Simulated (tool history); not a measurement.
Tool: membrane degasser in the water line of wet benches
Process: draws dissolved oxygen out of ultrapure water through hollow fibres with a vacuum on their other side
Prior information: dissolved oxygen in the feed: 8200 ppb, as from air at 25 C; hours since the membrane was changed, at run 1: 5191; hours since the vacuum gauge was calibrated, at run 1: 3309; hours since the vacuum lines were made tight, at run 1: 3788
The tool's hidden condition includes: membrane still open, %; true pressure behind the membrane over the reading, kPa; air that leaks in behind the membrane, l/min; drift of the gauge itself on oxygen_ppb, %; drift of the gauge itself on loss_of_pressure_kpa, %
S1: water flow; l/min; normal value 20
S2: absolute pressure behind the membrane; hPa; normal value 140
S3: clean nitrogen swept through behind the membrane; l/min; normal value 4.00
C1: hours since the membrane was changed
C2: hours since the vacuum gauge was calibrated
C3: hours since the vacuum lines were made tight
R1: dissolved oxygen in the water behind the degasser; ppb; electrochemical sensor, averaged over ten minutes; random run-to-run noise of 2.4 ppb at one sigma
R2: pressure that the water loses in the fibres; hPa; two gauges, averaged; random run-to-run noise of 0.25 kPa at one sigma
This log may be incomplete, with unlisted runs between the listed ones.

run 1 day=0.000 | S1=20 S2=140 S3=4.00 | C1=5191 C2=3309 C3=3788 | R1=241.7 R2=654.8
run 2 day=3.008 | S1=20 S2=140 S3=4.00 | C1=5263 C2=3381 C3=3860 | R1=240.6 R2=651.0
run 3 day=8.467 | S1=20 S2=278 S3=4.00 | C1=5394 C2=3512 C3=3991 | R1=402.2 R2=645.5
run 4 day=14.121 | S1=17 S2=278 S3=4.00 | C1=5530 C2=3648 C3=4127 | R1=306.8 R2=553.3
run 5 day=19.838 | S1=20 S2=140 S3=4.00 | C1=5667 C2=3785 C3=4264 | R1=244.7 R2=654.5
run 6 day=24.792 | S1=20 S2=140 S3=7.26 | C1=5786 C2=3904 C3=4383 | R1=187.0 R2=651.3
run 7 day=29.288 | S1=20 S2=140 S3=2.28 | C1=5894 C2=4012 C3=4491 | R1=329.9 R2=651.9
run 8 day=35.025 | S1=20 S2=140 S3=2.28 | C1=6031 C2=4150 C3=4628 | R1=331.9 R2=654.8
-- day=35.700 vacuum gauge calibrated
run 9 day=39.088 | S1=20 S2=140 S3=2.28 | C1=6128 C2=81 C3=4725 | R1=325.5 R2=651.2
run 10 day=42.288 | S1=20 S2=140 S3=4.00 | C1=6205 C2=158 C3=4802 | R1=236.8 R2=648.3
run 11 day=47.950 | S1=20 S2=140 S3=4.00 | C1=6341 C2=294 C3=4938 | R1=245.6 R2=652.3
run 12 day=52.312 | S1=20 S2=140 S3=4.00 | C1=6446 C2=399 C3=5043 | R1=239.2 R2=654.2
run 13 day=57.833 | S1=14 S2=140 S3=4.00 | C1=6578 C2=531 C3=5175 | R1=114.7 R2=455.3
run 14 day=63.079 | S1=14 S2=140 S3=4.00 | C1=6704 C2=657 C3=5301 | R1=115.7 R2=457.3
-- day=66.204 seals of the vacuum lines changed
run 15 day=68.246 | S1=14 S2=140 S3=4.00 | C1=6826 C2=779 C3=49 | R1=114.7 R2=458.3
run 16 day=73.492 | S1=14 S2=140 S3=4.00 | C1=6952 C2=905 C3=175 | R1=115.1 R2=458.0

Run 17 comes next. What will it give?
run 17 day=77.633 | S1=32 S2=218 S3=4.00 | C1=7052 C2=1004 C3=274 | R1=? R2=?

{"run 17": {"R1": 800.4, "R2": 1041.5}}
Were there no unlogged condition in the tool, this run, its random variation unchanged, would have produced R1 799.9 ppb, R2 1041.1 hPa.
